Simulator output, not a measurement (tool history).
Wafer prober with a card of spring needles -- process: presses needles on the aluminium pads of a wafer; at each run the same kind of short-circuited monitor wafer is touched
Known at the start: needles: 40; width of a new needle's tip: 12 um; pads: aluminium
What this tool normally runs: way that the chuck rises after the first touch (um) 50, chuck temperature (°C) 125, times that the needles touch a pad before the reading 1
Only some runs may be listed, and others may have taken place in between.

run   hour  way that the chuck rises after the first touch (um)  chuck temperature (°C)  times that the needles touch a pad before the reading  resistance of one needle with its contact and lead (mohm)  way that a needle slides on the pad (um)
  1      0                                                   50                     125                                                      1                                                        125                                     12.97
       9.7  -- tips cleaned on abrasive film
      19.4  -- tips cleaned on abrasive film
      27.6  -- tips cleaned on abrasive film
  2   27.6                                                   50                     125                                                      1                                                        129                                     12.94
      37.3  -- tips cleaned on abrasive film
        47  -- tips cleaned on abrasive film
      54.8  -- tips cleaned on abrasive film
      63.5  -- tips cleaned on abrasive film
  3   63.5                                                   50                     125                                                      1                                                        132                                     12.93
      73.2  -- tips cleaned on abrasive film
      73.5  -- height of the first contact set anew
      83.2  -- tips cleaned on abrasive film
      92.9  -- tips cleaned on abrasive film
     102.7  -- tips cleaned on abrasive film
     112.4  -- tips cleaned on abrasive film
  4  115.8                                                   50                     125                                                      1                                                        132                                     12.99
     121.7  -- tips cleaned on abrasive film
     131.4  -- tips cleaned on abrasive film
     141.1  -- tips cleaned on abrasive film
     150.8  -- tips cleaned on abrasive film
     158.6  -- tips cleaned on abrasive film
  5  160.8                                                   50                     125                                                      1                                                        130                                     13.01
     166.7  -- tips cleaned on abrasive film
     176.4  -- tips cleaned on abrasive film
     186.1  -- tips cleaned on abrasive film
     195.8  -- tips cleaned on abrasive film
  6  201.5                                                   50                      26                                                      1                                                        111                                     12.94
     205.5  -- tips cleaned on abrasive film
     215.2  -- tips cleaned on abrasive film
     215.5  -- height of the first contact set anew
     224.8  -- tips cleaned on abrasive film
  7  224.8                                                   50                     125                                                      1                                                        126                                     12.94
     234.5  -- tips cleaned on abrasive film
     242.3  -- tips cleaned on abrasive film
  8  246.7                                                   50                     125                                                      1                                                        129                                     12.96
     250.6  -- tips cleaned on abrasive film
     258.4  -- tips cleaned on abrasive film
     266.2  -- tips cleaned on abrasive film
  9  272.3                                                   50                     125                                                      1                                                        129                                     12.94
     274.3  -- tips cleaned on abrasive film
       284  -- tips cleaned on abrasive film
     291.8  -- tips cleaned on abrasive film
 10  293.8                                                   31                     125                                                      1                                                        141                                      8.05
     301.5  -- tips cleaned on abrasive film
     309.3  -- tips cleaned on abrasive film
       319  -- tips cleaned on abrasive film
     326.8  -- tips cleaned on abrasive film
     336.5  -- tips cleaned on abrasive film
 11  342.8                                                   50                     125                                                      2                                                        128                                     13.02
     344.8  -- tips cleaned on abrasive film
     352.6  -- tips cleaned on abrasive film
     356.7  -- height of the first contact set anew
     362.6  -- tips cleaned on abrasive film
     370.4  -- tips cleaned on abrasive film
     380.1  -- tips cleaned on abrasive film
     388.5  -- tips cleaned on abrasive film
 12  388.5                                                   50                     125                                                      2                                                        129                                     13.12
     398.2  -- tips cleaned on abrasive film
     407.9  -- tips cleaned on abrasive film
     417.4  -- tips cleaned on abrasive film
 13  417.4                                                   50                     125                                                      2                                                        128                                     13.02
     425.2  -- tips cleaned on abrasive film
     434.9  -- tips cleaned on abrasive film
     442.7  -- tips cleaned on abrasive film
     452.4  -- tips cleaned on abrasive film
     462.1  -- tips cleaned on abrasive film
 14    466                                                   50                     125                                                      2                                                        128                                     13.05
     469.9  -- tips cleaned on abrasive film
     479.6  -- tips cleaned on abrasive film
     489.3  -- tips cleaned on abrasive film
     497.3  -- height of the first contact set anew
     499.4  -- tips cleaned on abrasive film
 15  501.6                                                   49                      79                                                      2                                                        123                                     12.79
     507.5  -- tips cleaned on abrasive film
     517.2  -- tips cleaned on abrasive film
 16  522.9                                                   49                      79                                                      2                                                        123                                      12.8
     526.9  -- tips cleaned on abrasive film
     534.6  -- tips cleaned on abrasive film
     544.4  -- tips cleaned on abrasive film
     554.1  -- tips cleaned on abrasive film
 17    561                                                   49                      79                                                      2                                                        121                                     12.75
       563  -- tips cleaned on abrasive film
     572.8  -- tips cleaned on abrasive film
     582.5  -- tips cleaned on abrasive film
     590.3  -- tips cleaned on abrasive film
       598  -- tips cleaned on abrasive film
 18  604.2                                                   51                      79                                                      3                                                        123                                     13.33
     606.2  -- tips cleaned on abrasive film
       614  -- tips cleaned on abrasive film
     623.7  -- tips cleaned on abrasive film
     633.4  -- tips cleaned on abrasive film
     637.6  -- height of the first contact set anew
     641.5  -- tips cleaned on abrasive film
 19  648.5                                                   69                      62                                                      2                                                        116                                     17.94
     650.5  -- tips cleaned on abrasive film
     660.2  -- tips cleaned on abrasive film
       668  -- tips cleaned on abrasive film
     677.7  -- tips cleaned on abrasive film
 20  680.1                                                   32                      55                                                      1                                                        132                                      8.33

Expected results for the next run?
     685.9  -- tips cleaned on abrasive film
     695.6  -- tips cleaned on abrasive film
     705.4  -- tips cleaned on abrasive film
     715.1  -- tips cleaned on abrasive film
     724.4  -- tips cleaned on abrasive film
 21  724.4                                                   53                      58                                                      2                                                          ?                                         ?

resistance of one needle with its contact and lead (mohm): 120
way that a needle slides on the pad (um): 13.79
Were there no unlogged condition in the tool, this run, its random variation unchanged, would have produced resistance of one needle with its contact and lead (mohm) 120, way that a needle slides on the pad (um) 13.64.
